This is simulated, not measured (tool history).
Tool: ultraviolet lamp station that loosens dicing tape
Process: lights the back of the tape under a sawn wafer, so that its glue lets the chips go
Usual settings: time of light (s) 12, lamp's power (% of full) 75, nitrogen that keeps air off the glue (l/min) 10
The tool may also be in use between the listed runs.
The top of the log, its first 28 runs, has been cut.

| run | hour | time of light (s) | lamp's power (% of full) | nitrogen that keeps air off the glue (l/min) | force that peels the tape off (N) | light that reached the tape (J/m2) |
|---|---|---|---|---|---|---|
| 29 | 220.6 | 14 | 85 | 17 | 0.543 | 3240 |
| 30 | 232.7 | 15 | 85 | 17 | 0.454 | 3420 |
| 31 | 240.3 | 12 | 75 | 8 | 1.317 | 2410 |
| 32 | 247.2 | 12 | 75 | 8 | 1.276 | 2370 |
| 33 | 255.0 | 16 | 83 | 5 | 0.831 | 3570 |
| 34 | 263.0 | 16 | 83 | 5 | 0.790 | 3530 |
| 35 | 271.7 | 16 | 83 | 5 | 0.812 | 3520 |
| 36 | 278.7 | 8 | 91 | 10 | 1.718 | 1890 |
| 37 | 290.1 | 8 | 91 | 10 | 1.663 | 1970 |
| 38 | 301.5 | 8 | 91 | 10 | 1.670 | 1940 |
| 39 | 311.2 | 10 | 91 | 14 | 1.049 | 2420 |
| 40 | 322.1 | 12 | 70 | 4 | 1.974 | 2190 |
| 41 | 333.7 | 17 | 74 | 4 | 1.042 | 3300 |
| 42 | 342.5 | 17 | 74 | 13 | 0.556 | 3280 |
| 43 | 350.2 | 12 | 75 | 7 | 1.442 | 2360 |
| 44 | 359.3 | 7 | 69 | 3 | 3.775 | 1260 |
| 45 | 368.1 | 21 | 98 | 10 | 0.201 | 5400 |

Each row is a separate what-if for the run after 45, all from the same tool condition, not one after another. Results?
| A | 377.7 | 20 | 66 | 6 | ? | ? |
| B | 377.7 | 12 | 82 | 11 | ? | ? |
| C | 377.7 | 21 | 69 | 10 | ? | ? |

| run | force that peels the tape off (N) | light that reached the tape (J/m2) |
|---|---|---|
| A | 0.788 | 3410 |
| B | 1.052 | 2560 |
| C | 0.469 | 3790 |
The same runs, with their run-to-run variation unchanged, on a tool lacking any hidden condition would have given:
| run | force that peels the tape off (N) | light that reached the tape (J/m2) |
|---|---|---|
| A | 0.520 | 4120 |
| B | 0.719 | 3100 |
| C | 0.295 | 4570 |
